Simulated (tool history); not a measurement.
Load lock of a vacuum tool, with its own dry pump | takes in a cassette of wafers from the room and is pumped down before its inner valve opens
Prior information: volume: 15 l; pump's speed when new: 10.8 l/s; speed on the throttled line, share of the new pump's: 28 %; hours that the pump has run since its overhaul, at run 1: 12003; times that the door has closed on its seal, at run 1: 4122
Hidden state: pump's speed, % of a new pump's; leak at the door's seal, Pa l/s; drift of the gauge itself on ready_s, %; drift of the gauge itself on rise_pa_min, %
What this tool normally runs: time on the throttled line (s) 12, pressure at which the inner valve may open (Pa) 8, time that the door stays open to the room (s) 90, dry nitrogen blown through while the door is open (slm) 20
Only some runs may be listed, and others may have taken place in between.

run,day,time on the throttled line (s),pressure at which the inner valve may open (Pa),time that the door stays open to the room (s),dry nitrogen blown through while the door is open (slm),hours that the pump has run since its overhaul,times that the door has closed on its seal,"incoming humidity of the room's air, %",time from the closed door until the inner valve may open (s),rise of the pressure with all valves shut (Pa/min)
1,0,12,8,90,20,12003,4122,46.4,23.3,0.068
2,3.879,12,8,90,20,12096,4460,37.3,23,0.065
3,7.621,12,8,90,20,12186,4785,43.6,23.4,0.06
4,12.308,12,8,90,11,12299,5194,41.5,22.9,0.074
5,14.671,12,8,90,11,12355,5399,48.6,23.2,0.085
6,19.288,12,8,90,11,12466,5802,43.3,23,0.082
7,23.375,12,8,90,26,12564,6158,45.2,23.3,0.072
8,27.279,12,8,90,26,12658,6498,43.3,23.2,0.066
9,31.117,12,8,82,26,12750,6832,46.9,23.3,0.072
10,34.533,11,8,90,20,12832,7129,43.7,22.6,0.079
11,38.779,12,8,90,8,12934,7499,45.7,23.3,0.091
12,41.775,7,8,90,8,13006,7760,45.9,19.9,0.093
13,45.15,7,8,90,25,13087,8054,46.2,20,0.079
14,49.921,7,8,90,25,13201,8470,47.4,19.8,0.083
15,54.571,7,8,90,25,13313,8875,47.7,19.9,0.084
16,58.925,13,8,90,23,13418,9254,45.6,24.2,0.086
17,61.058,21,8,48,27,13469,9440,45.1,29.9,0.078
18,64.738,10,8,93,28,13557,9760,44.1,22.1,0.089
19,68.842,10,13,46,28,13655,10118,47.5,21.2,0.078
20,73.496,9,6,90,20,13767,10523,41.3,21.6,0.085

Consider 3 possible next runs. They are alternatives, not a sequence: every one starts from the tool as it was left by run 20. What does each give?
A,77.283,10,6,90,30,13858,10853,44.6,?,?
B,77.283,12,8,90,10,13858,10853,45.7,?,?
C,77.283,9,16,90,20,13858,10853,41.2,?,?

run,time from the closed door until the inner valve may open (s),rise of the pressure with all valves shut (Pa/min)
A,22.8,0.094
B,22.8,0.114
C,20.1,0.089
The same runs, with their run-to-run variation unchanged, on a tool lacking any hidden condition would have given:
run,time from the closed door until the inner valve may open (s),rise of the pressure with all valves shut (Pa/min)
A,21,0.046
B,21.2,0.065
C,18.5,0.041
